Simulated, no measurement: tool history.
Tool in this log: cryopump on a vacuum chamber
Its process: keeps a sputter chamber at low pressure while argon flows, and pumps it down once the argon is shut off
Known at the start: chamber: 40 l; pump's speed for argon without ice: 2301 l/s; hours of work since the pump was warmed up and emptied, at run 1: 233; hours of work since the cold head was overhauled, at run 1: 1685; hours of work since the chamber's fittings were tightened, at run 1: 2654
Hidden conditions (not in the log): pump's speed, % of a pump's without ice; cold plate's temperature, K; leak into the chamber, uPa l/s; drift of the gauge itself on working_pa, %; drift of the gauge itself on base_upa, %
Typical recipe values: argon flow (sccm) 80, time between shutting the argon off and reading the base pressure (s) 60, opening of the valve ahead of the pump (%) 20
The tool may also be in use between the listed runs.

run    hour  argon flow (sccm)  time between shutting the argon off and reading the base pressure (s)  opening of the valve ahead of the pump (%)  hours of work since the pump was warmed up and emptied  hours of work since the cold head was overhauled  hours of work since the chamber's fittings were tightened  pressure while argon flows (Pa)  pressure after the wait (uPa)
  1       0                 80                                                                     60                                          20                                                     233                                              1685                                                       2654                           0.3036                           1.44
  2    70.8                 80                                                                     60                                          20                                                     290                                              1741                                                       2711                           0.3041                           1.53
      112.7  -- pump warmed up, emptied and cooled again
  3   128.3                 80                                                                     60                                          20                                                      13                                              1783                                                       2753                           0.2952                            1.4
  4   209.1                 45                                                                     60                                          20                                                      77                                              1848                                                       2818                           0.1685                           1.48
  5   282.9                 45                                                                     60                                          20                                                     137                                              1908                                                       2877                           0.1704                           1.47
  6   346.5                 80                                                                     60                                          56                                                     188                                              1959                                                       2928                           0.1146                           1.56
  7   448.4                 43                                                                     60                                          20                                                     269                                              2040                                                       3010                           0.1654                           1.65
      519.4  -- pump warmed up, emptied and cooled again
  8   521.9                 43                                                                     60                                          20                                                       2                                              2095                                                       3065                           0.1593                           1.42
  9   575.1                 43                                                                     60                                          20                                                      45                                              2138                                                       3107                           0.1595                           1.47
 10   664.2                 43                                                                     60                                          20                                                     116                                              2210                                                       3179                           0.1627                           1.58
 11   748.8                 75                                                                     60                                          20                                                     184                                              2277                                                       3247                           0.2838                           1.67
 12     834                 80                                                                    137                                          20                                                     252                                              2346                                                       3315                           0.3067                           1.57
 13     883                 80                                                                    137                                          20                                                     292                                              2385                                                       3354                           0.3081                            1.6
      921.2  -- pump warmed up, emptied and cooled again
 14   976.6                 80                                                                    137                                          20                                                      44                                              2456                                                       3425                           0.2963                            1.4
 15  1059.1                 80                                                                    137                                          20                                                     111                                              2522                                                       3492                            0.299                           1.49
 16  1140.6                 80                                                                    137                                          20                                                     176                                              2588                                                       3557                           0.3023                            1.6
 17  1193.1                 80                                                                    137                                          20                                                     218                                              2630                                                       3599                           0.3053                           1.66
 18  1245.4                 98                                                                     60                                          25                                                     260                                              2672                                                       3641                           0.3058                            1.9
 19  1299.6                 98                                                                     60                                          25                                                     304                                              2715                                                       3685                           0.3083                           1.92
     1323.4  -- pump warmed up, emptied and cooled again
 20  1368.7                 98                                                                     60                                          25                                                      36                                              2767                                                       3736                           0.2932                           1.72
 21  1461.8                 52                                                                    217                                          16                                                     111                                              2842                                                       3811                           0.2432                           1.51
 22  1553.9                 80                                                                     27                                          60                                                     185                                              2915                                                       3885                           0.1079                           2.34
       1584  -- leaking fittings of the chamber tightened, without venting
 23  1654.2                 46                                                                     60                                          35                                                     264                                              2994                                                         56                           0.1051                           0.57
 24  1719.9                 46                                                                     60                                          35                                                     317                                              3047                                                        109                           0.1071                           0.58
     1731.7  -- pump warmed up, emptied and cooled again
 25  1802.3                 34                                                                    126                                          17                                                      57                                              3109                                                        171                           0.1496                           0.38
 26  1858.7                 49                                                                    118                                          60                                                     102                                              3154                                                        216                           0.0638                           0.41
 27  1907.7                 32                                                                     51                                          21                                                     141                                              3194                                                        256                           0.1159                           0.65
 28  1964.6                137                                                                     29                                          31                                                     187                                              3239                                                        301                           0.3448                           1.06
 29  2028.4                146                                                                     37                                          16                                                     238                                              3291                                                        353                           0.6983                            0.9
 30  2119.2                 32                                                                     64                                          18                                                     311                                              3364                                                        426                           0.1365                           0.66
     2139.8  -- pump warmed up, emptied and cooled again
 31  2224.3                 38                                                                     27                                          20                                                      68                                              3444                                                        506                           0.1429                           1.13
 32  2325.9                 85                                                                     60                                          17                                                     149                                              3525                                                        587                           0.3761                           0.76
 33    2421                 85                                                                     29                                          17                                                     226                                              3602                                                        664                           0.3822                           1.14

Branching from run 33: 5 alternative next runs. What would each branch give?
  A  2471.6                151                                                                     29                                          40                                                     266                                              3642                                                        704                                ?                              ?
  B  2471.6                 85                                                                     29                                          22                                                     266                                              3642                                                        704                                ?                              ?
  C  2471.6                 36                                                                    269                                          27                                                     266                                              3642                                                        704                                ?                              ?
  D  2471.6                 50                                                                     73                                          33                                                     266                                              3642                                                        704                                ?                              ?
  E  2471.6                 37                                                                     60                                          56                                                     266                                              3642                                                        704                                ?                              ?

run  pressure while argon flows (Pa)  pressure after the wait (uPa)
  A                           0.3043                           1.21
  B                           0.2991                           1.18
  C                           0.1055                           0.52
  D                           0.1196                           0.77
  E                           0.0551                           0.84
What these runs would have given with no unlogged condition in the tool:
run  pressure while argon flows (Pa)  pressure after the wait (uPa)
  A                           0.2764                           0.89
  B                           0.2834                           0.87
  C                           0.0989                           0.21
  D                           0.1104                           0.46
  E                           0.0482                           0.53
